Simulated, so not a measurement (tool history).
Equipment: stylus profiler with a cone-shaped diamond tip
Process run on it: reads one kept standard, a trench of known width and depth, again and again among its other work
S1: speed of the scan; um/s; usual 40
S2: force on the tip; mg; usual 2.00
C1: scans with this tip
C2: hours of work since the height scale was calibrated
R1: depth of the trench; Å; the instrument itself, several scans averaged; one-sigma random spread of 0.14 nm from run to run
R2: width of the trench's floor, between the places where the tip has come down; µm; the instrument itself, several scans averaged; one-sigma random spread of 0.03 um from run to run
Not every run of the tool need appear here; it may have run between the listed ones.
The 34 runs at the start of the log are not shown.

run,hour,S1,S2,C1,C2,R1,R2
35,372.2,26,5.60,5524,379,5069.9,46.75
36,382.2,45,1.92,5584,383,5029.2,46.61
37,397.4,40,3.95,5677,389,5051.5,46.66
38,412.3,40,1.34,5767,396,5018.6,46.55
39,426.3,40,1.34,5852,401,5020.4,46.56
40,437.4,50,2.91,5920,406,5040.4,46.56
41,443.9,27,1.16,5959,409,5017.7,46.56
42,459.5,97,2.85,6054,415,5040.5,46.34
43,468.6,40,0.99,6110,419,5014.9,46.43
44,480.2,40,0.99,6180,424,5014.3,46.50
45,491.2,13,2.81,6247,429,5038.9,46.75
46,504.8,26,2.65,6329,434,5038.1,46.66
47,513.5,11,2.24,6382,438,5033.8,46.70

Forecast each of these 3 alternatives for the next run:
A,522.5,36,1.53,6437,442,?,?
B,522.5,100,0.69,6437,442,?,?
C,522.5,35,2.00,6437,442,?,?

run,R1,R2
A,5021.5,46.49
B,5008.5,45.86
C,5026.7,46.56
The same runs, with their run-to-run variation unchanged, on a tool lacking any hidden condition would have given:
run,R1,R2
A,5033.4,47.10
B,5020.3,46.46
C,5038.6,47.16
